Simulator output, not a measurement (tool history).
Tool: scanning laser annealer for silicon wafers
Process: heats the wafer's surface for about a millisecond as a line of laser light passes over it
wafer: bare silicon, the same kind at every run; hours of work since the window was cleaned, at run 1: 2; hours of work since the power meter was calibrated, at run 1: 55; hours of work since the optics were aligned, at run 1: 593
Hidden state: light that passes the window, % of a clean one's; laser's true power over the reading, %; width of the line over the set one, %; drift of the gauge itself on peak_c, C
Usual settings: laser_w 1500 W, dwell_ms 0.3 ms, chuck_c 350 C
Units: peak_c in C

| run | hour | laser_w | dwell_ms | chuck_c | hours of work since the window was cleaned | hours of work since the power meter was calibrated | hours of work since the optics were aligned | peak_c |
|---|---|---|---|---|---|---|---|---|
| 1 | 0 | 1500 | 0.3 | 350 | 2 | 55 | 593 | 1130 |
| 2 | 20.3 | 1500 | 0.3 | 350 | 16 | 68 | 606 | 1127 |
| 3 | 34.5 | 1500 | 0.3 | 350 | 25 | 78 | 615 | 1125 |
| 4 | 61.3 | 1500 | 0.3 | 350 | 43 | 95 | 633 | 1127 |
| 5 | 95 | 1500 | 0.243 | 350 | 65 | 118 | 656 | 1051 |
| 6 | 122.2 | 1500 | 0.243 | 350 | 83 | 136 | 674 | 1048 |
| 7 | 156.3 | 1500 | 0.29 | 350 | 106 | 159 | 696 | 1115 |
| 8 | 179.4 | 1500 | 0.3 | 350 | 121 | 174 | 712 | 1129 |
|  | 195.2 | optics aligned, line set to its width |
| 9 | 200.8 | 1500 | 0.3 | 350 | 132 | 185 | 4 | 1128 |
| 10 | 233.2 | 1500 | 0.255 | 350 | 154 | 206 | 25 | 1067 |
| 11 | 252.9 | 1500 | 0.3 | 350 | 167 | 219 | 38 | 1129 |
| 12 | 268.8 | 1500 | 0.3 | 350 | 177 | 230 | 49 | 1129 |
| 13 | 295.1 | 1500 | 0.3 | 350 | 195 | 248 | 66 | 1129 |
| 14 | 318.2 | 1500 | 0.3 | 350 | 210 | 263 | 82 | 1128 |
| 15 | 342.7 | 1500 | 0.3 | 350 | 227 | 279 | 98 | 1125 |
| 16 | 375 | 1500 | 0.3 | 350 | 248 | 301 | 119 | 1128 |
| 17 | 405.8 | 1500 | 0.3 | 335 | 269 | 321 | 140 | 1113 |
| 18 | 434.9 | 1500 | 0.282 | 350 | 288 | 340 | 159 | 1107 |
| 19 | 462.8 | 1500 | 0.282 | 355 | 306 | 359 | 178 | 1114 |
| 20 | 480 | 1500 | 0.282 | 355 | 318 | 370 | 189 | 1107 |
| 21 | 501.2 | 1500 | 0.282 | 355 | 332 | 384 | 203 | 1110 |
| 22 | 534.4 | 1500 | 0.268 | 350 | 354 | 407 | 225 | 1084 |
| 23 | 559.6 | 1500 | 0.29 | 376 | 371 | 423 | 242 | 1139 |
| 24 | 583.6 | 1500 | 0.29 | 376 | 387 | 439 | 258 | 1145 |
| 25 | 603.5 | 1500 | 0.29 | 376 | 400 | 452 | 271 | 1142 |
| 26 | 620.9 | 1606 | 0.261 | 347 | 411 | 464 | 283 | 1137 |
| 27 | 643.6 | 1577 | 0.261 | 366 | 427 | 479 | 298 | 1142 |
| 28 | 661 | 1454 | 0.255 | 320 | 438 | 491 | 310 | 1008 |
| 29 | 676.7 | 1374 | 0.317 | 375 | 449 | 501 | 320 | 1088 |
| 30 | 697.4 | 1374 | 0.317 | 375 | 462 | 515 | 334 | 1087 |
| 31 | 719.6 | 1374 | 0.317 | 375 | 477 | 530 | 348 | 1090 |
| 32 | 739.5 | 1588 | 0.268 | 315 | 490 | 543 | 362 | 1107 |
| 33 | 758.5 | 1284 | 0.305 | 370 | 503 | 555 | 374 | 1008 |
| 34 | 792.4 | 1318 | 0.3 | 350 | 525 | 578 | 397 | 1004 |
| 35 | 823.4 | 1431 | 0.28 | 314 | 546 | 599 | 417 | 1020 |
| 36 | 841.3 | 1431 | 0.238 | 314 | 558 | 610 | 429 | 964 |
| 37 | 861.4 | 1418 | 0.211 | 312 | 571 | 624 | 443 | 914 |
|  | 872.1 | window over the wafer cleaned |
| 38 | 877.5 | 1418 | 0.211 | 312 | 4 | 633 | 452 | 914 |
| 39 | 901.5 | 1500 | 0.226 | 364 | 20 | 649 | 468 | 1038 |
| 40 | 936.4 | 1564 | 0.3 | 350 | 43 | 672 | 491 | 1175 |
| 41 | 955.2 | 1564 | 0.3 | 350 | 55 | 685 | 504 | 1173 |

How the hidden state differs across the entries between the runs, from the last listed run before each to the first after it:
Between runs 8 and 9: optics aligned, line set to its width (hour 195.2)
  width of the line over the set one, %: 0.05 -> 0
Between runs 37 and 38: window over the wafer cleaned (hour 872.1)
  light that passes the window, % of a clean one's: 99.96 -> 100
